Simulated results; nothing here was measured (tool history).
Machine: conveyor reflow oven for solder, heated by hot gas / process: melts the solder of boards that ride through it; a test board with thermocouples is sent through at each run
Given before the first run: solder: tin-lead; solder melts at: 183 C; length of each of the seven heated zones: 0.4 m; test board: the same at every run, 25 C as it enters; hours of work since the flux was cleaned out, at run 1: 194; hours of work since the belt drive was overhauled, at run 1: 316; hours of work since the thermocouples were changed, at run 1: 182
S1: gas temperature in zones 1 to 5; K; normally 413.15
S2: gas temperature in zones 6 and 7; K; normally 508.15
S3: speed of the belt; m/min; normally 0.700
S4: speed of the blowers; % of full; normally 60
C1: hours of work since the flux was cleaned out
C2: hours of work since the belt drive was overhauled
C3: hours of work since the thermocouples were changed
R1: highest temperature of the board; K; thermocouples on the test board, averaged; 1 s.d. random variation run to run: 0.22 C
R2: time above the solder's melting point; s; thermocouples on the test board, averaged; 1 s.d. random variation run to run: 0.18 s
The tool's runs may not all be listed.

run 1 hour=0.0 | S1=413.15 S2=508.15 S3=0.700 S4=60 | C1=194 C2=316 C3=182 | R1=485.45 R2=47.6
run 2 hour=10.3 | S1=413.15 S2=508.15 S3=0.700 S4=60 | C1=201 C2=323 C3=189 | R1=486.15 R2=47.5
run 3 hour=18.9 | S1=413.15 S2=508.15 S3=0.700 S4=60 | C1=207 C2=329 C3=195 | R1=486.35 R2=47.8
run 4 hour=27.6 | S1=413.15 S2=508.15 S3=0.700 S4=60 | C1=213 C2=335 C3=201 | R1=485.95 R2=47.2
run 5 hour=35.6 | S1=413.15 S2=508.15 S3=0.700 S4=60 | C1=219 C2=341 C3=207 | R1=486.25 R2=47.6
run 6 hour=42.9 | S1=413.15 S2=508.15 S3=0.700 S4=60 | C1=224 C2=346 C3=212 | R1=485.95 R2=47.8
run 7 hour=55.1 | S1=413.15 S2=508.15 S3=0.811 S4=85 | C1=233 C2=355 C3=221 | R1=489.35 R2=44.1
run 8 hour=60.3 | S1=409.15 S2=506.15 S3=0.792 S4=53 | C1=236 C2=359 C3=225 | R1=474.25 R2=29.2
run 9 hour=67.5 | S1=427.15 S2=521.15 S3=0.700 S4=83 | C1=242 C2=364 C3=230 | R1=507.25 R2=65.6
run 10 hour=76.6 | S1=428.15 S2=508.15 S3=0.700 S4=55 | C1=248 C2=370 C3=236 | R1=486.85 R2=54.3
run 11 hour=82.1 | S1=413.15 S2=515.15 S3=0.700 S4=60 | C1=252 C2=374 C3=240 | R1=491.95 R2=52.0

Alternative continuations, all from the tool just after run 11; predict every row:
run A hour=94.4 | S1=415.15 S2=515.15 S3=0.700 S4=60 | C1=261 C2=383 C3=249 | R1=? R2=?
run B hour=94.4 | S1=408.15 S2=523.15 S3=0.660 S4=60 | C1=261 C2=383 C3=249 | R1=? R2=?
run C hour=94.4 | S1=417.15 S2=515.15 S3=0.700 S4=76 | C1=261 C2=383 C3=249 | R1=? R2=?

run=A R1=492.45 R2=52.7
run=B R1=499.45 R2=59.2
run=C R1=498.65 R2=58.5
What these runs would have given with no unlogged condition in the tool:
run=A R1=492.45 R2=52.7
run=B R1=499.45 R2=59.2
run=C R1=498.75 R2=58.5
